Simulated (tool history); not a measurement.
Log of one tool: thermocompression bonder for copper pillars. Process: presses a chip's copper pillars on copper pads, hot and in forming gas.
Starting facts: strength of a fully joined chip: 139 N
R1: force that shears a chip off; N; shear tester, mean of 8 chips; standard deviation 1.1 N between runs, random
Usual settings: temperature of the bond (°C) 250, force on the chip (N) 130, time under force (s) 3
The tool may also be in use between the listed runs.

Run 1, hour 0.0: usual settings. Result: R1 90.4 N.
Run 2, hour 12.0: usual settings. Result: R1 92.9 N.
Run 3, hour 20.6: usual settings but time under force (s) 7. Result: R1 111.6 N.
Run 4, hour 33.4: usual settings. Result: R1 92.3 N.
Run 5, hour 41.3: usual settings. Result: R1 92.9 N.
Run 6, hour 50.1: usual settings but force on the chip (N) 110. Result: R1 85.0 N.
Run 7, hour 67.0: usual settings but force on the chip (N) 110. Result: R1 82.8 N.
Run 8, hour 74.5: usual settings but temperature of the bond (°C) 273, force on the chip (N) 110. Result: R1 104.6 N.
Run 9, hour 89.1: usual settings. Result: R1 89.5 N.
Run 10, hour 97.8: usual settings. Result: R1 92.6 N.
Run 11, hour 110.3: usual settings. Result: R1 89.9 N.
Run 12, hour 126.5: usual settings. Result: R1 90.2 N.
Run 13, hour 136.7: usual settings. Result: R1 88.8 N.
Run 14, hour 147.6: usual settings but temperature of the bond (°C) 264. Result: R1 103.1 N.
Run 15, hour 161.2: usual settings but temperature of the bond (°C) 264. Result: R1 101.8 N.
Run 16, hour 176.5: usual settings but temperature of the bond (°C) 264. Result: R1 101.1 N.
Run 17, hour 187.4: usual settings but temperature of the bond (°C) 264. Result: R1 102.7 N.
Run 18, hour 195.9: usual settings. Result: R1 88.4 N.
Run 19, hour 211.9: usual settings. Result: R1 89.7 N.
Run 20, hour 225.8: usual settings but temperature of the bond (°C) 228. Result: R1 68.4 N.
Run 21, hour 239.1: usual settings but temperature of the bond (°C) 276, force on the chip (N) 150, time under force (s) 8. Result: R1 125.6 N.
Run 22, hour 248.6: usual settings but temperature of the bond (°C) 276, force on the chip (N) 150, time under force (s) 8. Result: R1 124.4 N.
Run 23, hour 256.1: usual settings but force on the chip (N) 122, time under force (s) 2. Result: R1 76.0 N.
Run 24, hour 269.4: usual settings but temperature of the bond (°C) 258, force on the chip (N) 108. Result: R1 88.8 N.
Run 25, hour 281.2: usual settings but temperature of the bond (°C) 258, force on the chip (N) 108. Result: R1 88.2 N.
Run 26, hour 293.6: usual settings but temperature of the bond (°C) 258, force on the chip (N) 108. Result: R1 80.7 N.
Run 27, hour 301.1: usual settings but temperature of the bond (°C) 258, force on the chip (N) 108. Result: R1 82.3 N.
Run 28, hour 315.1: usual settings but temperature of the bond (°C) 279. Result: R1 106.9 N.
Run 29, hour 325.5: usual settings but force on the chip (N) 85. Result: R1 65.5 N.
Run 30, hour 342.4: usual settings but temperature of the bond (°C) 246. Result: R1 77.6 N.
Run 31, hour 350.8: usual settings but temperature of the bond (°C) 246. Result: R1 78.1 N.
Run 32, hour 360.8: usual settings but temperature of the bond (°C) 246. Result: R1 76.6 N.
Run 33, hour 376.9: usual settings but temperature of the bond (°C) 264, force on the chip (N) 157, time under force (s) 6. Result: R1 127.4 N.
Run 34, hour 393.3: usual settings but temperature of the bond (°C) 246, force on the chip (N) 124, time under force (s) 2. Result: R1 73.2 N.
Run 35, hour 405.9: usual settings but temperature of the bond (°C) 270, force on the chip (N) 124, time under force (s) 2. Result: R1 96.8 N.
Run 36, hour 417.7: usual settings but temperature of the bond (°C) 270, force on the chip (N) 124, time under force (s) 2. Result: R1 96.7 N.
Run 37, hour 427.3: usual settings but temperature of the bond (°C) 275. Result: R1 113.3 N.
Run 38, hour 438.9: usual settings but temperature of the bond (°C) 236, force on the chip (N) 103, time under force (s) 7. Result: R1 86.1 N.
Run 39, hour 451.1: usual settings but temperature of the bond (°C) 234, force on the chip (N) 123, time under force (s) 4. Result: R1 76.8 N.

Removed from this log: 2 entries logged between the listed runs. Between which two listed runs does each belong, and how does the tool's hidden state at the listed run before it compare with that at the listed run after it?
After run 25, before run 26: heater calibrated with a thermocouple chip (hour 291.0)
  true temperature of the bond over the reading, C: 4.5 -> -1.2; oxide that the forming gas leaves, % of the face: 8.22 -> 8.38
  difference, measured minus the result without the unlogged condition, R1: -4.3 -> -9.6 N
After run 32, before run 33: forming gas filter changed (hour 376.9)
  true temperature of the bond over the reading, C: -1 -> -0.9; force that reaches the chip, % of what is set: 96.8 -> 96.7; oxide that the forming gas leaves, % of the face: 9.46 -> 0.62
  difference, measured minus the result without the unlogged condition, R1: -10.0 -> -1.6 N
